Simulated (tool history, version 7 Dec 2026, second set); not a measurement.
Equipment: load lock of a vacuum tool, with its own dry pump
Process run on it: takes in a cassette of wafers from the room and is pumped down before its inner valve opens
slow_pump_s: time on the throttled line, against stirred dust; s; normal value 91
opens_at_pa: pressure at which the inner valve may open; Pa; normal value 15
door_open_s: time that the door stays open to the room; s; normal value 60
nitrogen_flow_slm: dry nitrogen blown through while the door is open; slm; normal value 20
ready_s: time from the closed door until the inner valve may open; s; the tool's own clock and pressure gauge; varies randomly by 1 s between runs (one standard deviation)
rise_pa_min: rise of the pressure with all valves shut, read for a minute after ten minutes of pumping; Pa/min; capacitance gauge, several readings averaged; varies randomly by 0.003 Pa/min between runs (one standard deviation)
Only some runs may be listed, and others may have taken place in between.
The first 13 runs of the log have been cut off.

run	day	slow_pump_s	opens_at_pa	door_open_s	nitrogen_flow_slm	hours that the pump has run since its overhaul	times that the door has closed on its seal	incoming humidity of the room's air, %	ready_s	rise_pa_min
14	162.933	127	15	28	20	904	37985	44.4	192.5	0.246
15	173.596	51	15	28	20	1160	38621	42.5	132.2	0.25
16	189.946	51	15	28	20	1552	39596	42.4	134.1	0.256
17	199.754	51	29	28	20	1788	40180	48.3	126.4	0.264
18	214.292	91	15	29	20	2137	41047	43.8	166.2	0.265
19	224.088	91	15	29	20	2372	41630	45.3	165.4	0.28
20	239.242	91	23	29	36	2735	42534	46.3	159.4	0.278
21	248.921	142	18	60	20	2968	43111	45.8	203.4	0.312
22	262.283	142	18	60	20	3288	43907	43	203.4	0.319
23	271.892	91	15	57	11	3519	44480	41.4	167.2	0.325
24	287.196	144	21	188	6	3886	45392	45.8	205.1	0.395
25	294.167	91	18	60	20	4054	45807	47.2	167.4	0.34
26	310.279	73	15	60	20	4440	46768	46.5	155.7	0.357
27	320.867	117	14	60	20	4694	47399	46	186.3	0.355
28	328.458	117	20	60	22	4877	47851	47.3	185.2	0.351
29	335.829	58	15	60	20	5054	48291	45.9	144.8	0.37
30	351.604	58	15	60	20	5432	49231	46.6	145.1	0.371
31	363.596	58	15	60	20	5720	49945	45.4	145.6	0.39
32	371.058	91	15	143	5	5899	50390	48.7	171	0.453

Each row is a separate what-if for the run after 32, all from the same tool condition, not one after another. Results?
A	383.779	129	15	30	5	6204	51148	42.8	?	?
B	383.779	52	15	60	20	6204	51148	46.5	?	?
C	383.779	91	15	143	14	6204	51148	41.1	?	?
D	383.779	91	21	143	5	6204	51148	46.1	?	?

run	ready_s	rise_pa_min
A	200.9	0.388
B	142.4	0.407
C	171	0.424
D	166.8	0.459
With the hidden condition removed and each run's random variation left untouched, the same runs would have given:
run	ready_s	rise_pa_min
A	194.5	0.023
B	134.6	0.037
C	163.9	0.059
D	160.3	0.09
